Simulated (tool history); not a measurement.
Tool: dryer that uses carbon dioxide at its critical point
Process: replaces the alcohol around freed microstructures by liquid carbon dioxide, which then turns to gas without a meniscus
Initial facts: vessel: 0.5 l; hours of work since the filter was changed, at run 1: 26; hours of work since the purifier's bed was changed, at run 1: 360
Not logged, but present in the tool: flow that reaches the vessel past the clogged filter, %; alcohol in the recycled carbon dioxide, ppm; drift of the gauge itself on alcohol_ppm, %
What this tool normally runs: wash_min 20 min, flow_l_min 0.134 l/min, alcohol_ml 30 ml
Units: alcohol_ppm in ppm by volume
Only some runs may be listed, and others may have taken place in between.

run,hour,wash_min,flow_l_min,alcohol_ml,hours of work since the filter was changed,hours of work since the purifier's bed was changed,alcohol_ppm
1,0,20,0.134,30,26,360,611
2,56.7,20,0.211,30,67,401,155
3,94.4,20,0.134,33,94,429,799
4,136.3,20,0.134,33,125,459,846
5,164.3,20,0.134,33,145,480,897
6,189.8,20,0.134,33,164,498,960
7,229.2,29,0.134,33,192,527,272
8,277.5,29,0.134,33,228,562,298
9,328.8,20,0.181,30,265,599,416
10,363.8,20,0.134,30,290,625,1173
# hour 388.1: inlet filter changed
11,415.8,20,0.134,30,20,662,686
12,461,20,0.134,30,53,695,765
13,502.9,20,0.134,30,83,725,791
14,556.8,20,0.134,30,123,764,886
15,609.7,20,0.134,30,161,803,959
16,656.9,20,0.134,30,195,837,1047
17,712,18,0.134,30,235,877,1630
18,767.2,18,0.134,30,276,917,1743
19,793.1,18,0.134,30,294,936,1830
# hour 812.4: inlet filter changed
# hour 844.1: purifier's bed changed
20,851.9,18,0.134,30,27,6,840
21,906.6,20,0.104,30,66,45,1576
22,933.6,27,0.131,86,86,65,442
23,966.9,14,0.186,110,110,89,2880
24,997.7,15,0.101,110,133,112,17314
25,1032.4,15,0.101,110,158,137,17905
26,1083.7,24,0.176,30,195,174,142
27,1143.7,17,0.082,31,239,218,7113
28,1192.3,25,0.147,26,274,253,275
# hour 1238.3: inlet filter changed
29,1244.5,25,0.147,26,4,290,169
30,1297.1,15,0.196,28,43,329,447
31,1346,12,0.134,31,78,364,3933
32,1395.5,16,0.2,31,114,400,445
33,1445,16,0.2,31,150,436,488
34,1495.2,16,0.2,31,187,473,533
35,1531.7,16,0.2,31,213,499,581
36,1572.5,13,0.106,31,243,529,7392
37,1602.8,26,0.094,85,265,551,4203
38,1636.8,25,0.195,74,290,576,276
# hour 1662.3: inlet filter changed
39,1674.8,16,0.216,30,9,602,330
40,1723.8,16,0.216,30,45,638,350
41,1769.4,16,0.216,30,78,671,370
42,1802.2,12,0.12,30,102,695,5350

What differs in the tool's unlogged condition from the final listed run ahead of each entry between runs to the first listed run following it?
From run 10 to run 11: inlet filter changed (hour 388.1)
  flow that reaches the vessel past the clogged filter, %: 84.1 -> 98.6; alcohol in the recycled carbon dioxide, ppm: 182.3 -> 192.8
  the result without the hidden state subtracted from the measured one, alcohol_ppm: +708 -> +221 ppm by volume
From run 19 to run 20: inlet filter changed (hour 812.4); purifier's bed changed (hour 844.1)
  flow that reaches the vessel past the clogged filter, %: 83.4 -> 98.2; alcohol in the recycled carbon dioxide, ppm: 273 -> 8.2
  the result without the hidden state subtracted from the measured one, alcohol_ppm: +1071 -> +66 ppm by volume
From run 28 to run 29: inlet filter changed (hour 1238.3)
  flow that reaches the vessel past the clogged filter, %: 84.2 -> 99; alcohol in the recycled carbon dioxide, ppm: 83.3 -> 94.8
  the result without the hidden state subtracted from the measured one, alcohol_ppm: +203 -> +94 ppm by volume
From run 38 to run 39: inlet filter changed (hour 1662.3)
  flow that reaches the vessel past the clogged filter, %: 83 -> 99.1; alcohol in the recycled carbon dioxide, ppm: 181.8 -> 190
  the result without the hidden state subtracted from the measured one, alcohol_ppm: +257 -> +197 ppm by volume
